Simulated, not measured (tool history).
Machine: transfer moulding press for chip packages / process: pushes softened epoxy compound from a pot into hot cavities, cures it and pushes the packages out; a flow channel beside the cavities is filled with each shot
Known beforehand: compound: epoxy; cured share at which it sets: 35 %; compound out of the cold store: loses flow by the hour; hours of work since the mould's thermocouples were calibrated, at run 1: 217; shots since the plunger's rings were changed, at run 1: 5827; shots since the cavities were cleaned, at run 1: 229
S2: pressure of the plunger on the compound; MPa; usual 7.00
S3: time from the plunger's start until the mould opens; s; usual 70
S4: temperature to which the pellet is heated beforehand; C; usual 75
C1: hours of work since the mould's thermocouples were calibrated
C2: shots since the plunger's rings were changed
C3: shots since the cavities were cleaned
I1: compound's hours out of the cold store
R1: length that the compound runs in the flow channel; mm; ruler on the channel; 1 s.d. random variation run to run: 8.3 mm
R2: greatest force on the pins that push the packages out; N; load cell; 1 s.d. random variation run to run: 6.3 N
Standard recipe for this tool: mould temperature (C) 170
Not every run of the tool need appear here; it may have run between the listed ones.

Run 1, hour 0.0: usual settings; C1 217; C2 5827; C3 229; I1 39.8. Result: R1 830 mm, R2 355 N.
At hour 34.1: plunger's sealing rings changed.
At hour 42.5: cavities cleaned with cleaning compound and waxed.
Run 2, hour 44.2: usual settings; C1 238; C2 98; C3 19; I1 11.8. Result: R1 978 mm, R2 281 N.
Run 3, hour 78.8: usual settings; C1 256; C2 491; C3 412; I1 30.5. Result: R1 919 mm, R2 423 N.
At hour 100.9: cavities cleaned with cleaning compound and waxed.
Run 4, hour 113.8: usual settings; C1 274; C2 870; C3 147; I1 28.6. Result: R1 941 mm, R2 341 N.
Run 5, hour 137.8: usual settings; C1 286; C2 1142; C3 419; I1 25.6. Result: R1 935 mm, R2 456 N.
At hour 159.3: cavities cleaned with cleaning compound and waxed.
Run 6, hour 164.5: usual settings but S2 7.41 MPa; C1 299; C2 1427; C3 58; I1 47.0. Result: R1 886 mm, R2 277 N.
At hour 190.4: mould's thermocouples calibrated.
Run 7, hour 213.2: usual settings but S2 7.41 MPa, S4 73 C; C1 12; C2 1957; C3 588; I1 17.6. Result: R1 976 mm, R2 490 N.
At hour 223.3: cavities cleaned with cleaning compound and waxed.
Run 8, hour 237.5: usual settings but S2 7.41 MPa, S4 73 C; C1 24; C2 2216; C3 162; I1 11.5. Result: R1 1013 mm, R2 376 N.
Run 9, hour 263.8: usual settings but S2 7.41 MPa, S4 73 C; C1 38; C2 2514; C3 460; I1 39.4. Result: R1 904 mm, R2 444 N.
At hour 282.4: cavities cleaned with cleaning compound and waxed.
Run 10, hour 306.2: usual settings; C1 59; C2 2977; C3 270; I1 43.1. Result: R1 862 mm, R2 390 N.
Run 11, hour 336.6: usual settings; C1 75; C2 3321; C3 614; I1 21.9. Result: R1 935 mm, R2 507 N.
At hour 342.3: cavities cleaned with cleaning compound and waxed.
Run 12, hour 366.5: usual settings; C1 90; C2 3644; C3 274; I1 36.8. Result: R1 882 mm, R2 397 N.
Run 13, hour 396.5: usual settings but mould temperature (C) 174; C1 105; C2 3984; C3 614; I1 45.7. Result: R1 816 mm, R2 395 N.
At hour 401.4: cavities cleaned with cleaning compound and waxed.
Run 14, hour 424.6: usual settings but mould temperature (C) 164, S2 6.76 MPa, S4 71 C; C1 119; C2 4286; C3 264; I1 32.4. Result: R1 892 mm, R2 681 N.
At hour 443.6: mould's thermocouples calibrated, once more.
Run 15, hour 445.6: usual settings but mould temperature (C) 164, S2 6.76 MPa, S4 71 C; C1 1; C2 4501; C3 479; I1 36.2. Result: R1 883 mm, R2 713 N.
At hour 464.0: cavities cleaned with cleaning compound and waxed.
Run 16, hour 485.5: usual settings but mould temperature (C) 164, S2 6.76 MPa, S4 71 C; C1 21; C2 4936; C3 243; I1 18.6. Result: R1 913 mm, R2 616 N.
At hour 523.8: cavities cleaned with cleaning compound and waxed.
Run 17, hour 531.2: usual settings but mould temperature (C) 164, S2 5.65 MPa, S3 88 s, S4 69 C; C1 44; C2 5438; C3 85; I1 27.5. Result: R1 821 mm, R2 268 N.
Run 18, hour 572.6: usual settings but S2 7.46 MPa, S4 82 C; C1 66; C2 5906; C3 553; I1 10.5. Result: R1 944 mm, R2 457 N.
At hour 584.2: cavities cleaned with cleaning compound and waxed.
At hour 604.4: plunger's sealing rings changed.
Run 19, hour 622.6: usual settings but S2 7.46 MPa, S4 82 C; C1 90; C2 207; C3 407; I1 16.4. Result: R1 997 mm, R2 408 N.
At hour 647.5: cavities cleaned with cleaning compound and waxed.
Run 20, hour 655.4: usual settings but mould temperature (C) 167, S3 65 s; C1 106; C2 562; C3 90; I1 14.5. Result: R1 983 mm, R2 499 N.
Run 21, hour 677.2: usual settings but mould temperature (C) 164, S3 107 s; C1 118; C2 809; C3 337; I1 37.1. Result: R1 920 mm, R2 295 N.
Run 22, hour 701.7: usual settings but mould temperature (C) 164, S3 107 s; C1 130; C2 1087; C3 615; I1 17.7. Result: R1 991 mm, R2 350 N.
At hour 705.7: cavities cleaned with cleaning compound and waxed.
Run 23, hour 722.6: usual settings but mould temperature (C) 175, S2 5.38 MPa, S3 90 s, S4 81 C; C1 141; C2 1307; C3 192; I1 34.4. Result: R1 771 mm, R2 230 N.
Run 24, hour 757.1: usual settings but mould temperature (C) 175, S2 5.38 MPa, S3 90 s, S4 81 C; C1 159; C2 1698; C3 583; I1 9.5. Result: R1 845 mm, R2 321 N.
At hour 764.4: cavities cleaned with cleaning compound and waxed.
Run 25, hour 787.3: usual settings but mould temperature (C) 165, S2 5.69 MPa, S3 66 s, S4 81 C; C1 174; C2 2023; C3 260; I1 12.7. Result: R1 903 mm, R2 708 N.
At hour 822.3: cavities cleaned with cleaning compound and waxed.
Run 26, hour 822.3: usual settings but S2 6.41 MPa; C1 191; C2 2403; C3 0; I1 14.8. Result: R1 908 mm, R2 256 N.

Predict each of these 3 candidate next runs independently; none follows another, all start after run 26:
Run A, hour 852.0: usual settings but mould temperature (C) 165, S2 6.41 MPa; C1 207; C2 2740; C3 337; I1 36.3. Result: R1 ?, R2 ?.
Run B, hour 852.0: usual settings but mould temperature (C) 171, S2 5.21 MPa, S3 96 s; C1 207; C2 2740; C3 337; I1 30.5. Result: R1 ?, R2 ?.
Run C, hour 852.0: usual settings but mould temperature (C) 167, S4 65 C; C1 207; C2 2740; C3 337; I1 21.6. Result: R1 ?, R2 ?.

run   R1   R2
  A  865  558
  B  764  277
  C  948  533
Without the tool's unlogged condition, the same runs would have read:
run   R1   R2
  A  896  329
  B  792  165
  C  983  315
